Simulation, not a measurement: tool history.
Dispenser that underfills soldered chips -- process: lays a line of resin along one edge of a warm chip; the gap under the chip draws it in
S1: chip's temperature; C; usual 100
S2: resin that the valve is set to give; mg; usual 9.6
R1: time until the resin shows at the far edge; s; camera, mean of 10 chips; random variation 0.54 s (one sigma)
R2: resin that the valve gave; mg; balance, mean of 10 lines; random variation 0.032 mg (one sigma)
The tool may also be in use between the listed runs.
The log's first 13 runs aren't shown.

run	hour	S1	S2	R1	R2
14	48.4	100	9.6	59.7	9.48
# hour 49.4: new syringe of resin
15	51.6	100	9.6	49.1	9.39
16	54.8	100	9.6	53.9	9.44
17	58.5	100	9.6	58.7	9.39
# hour 60.8: new syringe of resin
18	63.6	100	9.6	47.8	9.39
19	67	103	9.59	47.6	9.33
20	71.5	108	10.1	45.8	9.82
# hour 72.1: new syringe of resin
21	76.5	99	10.68	51.6	10.41

Run 22 comes next. What will it give?
22	81.5	99	10.68	?	?

{"run 22": {"R1": 59.1, "R2": 10.33}}
With no hidden state in the tool, this same run would have given R1 46.8 s, R2 10.64 mg.
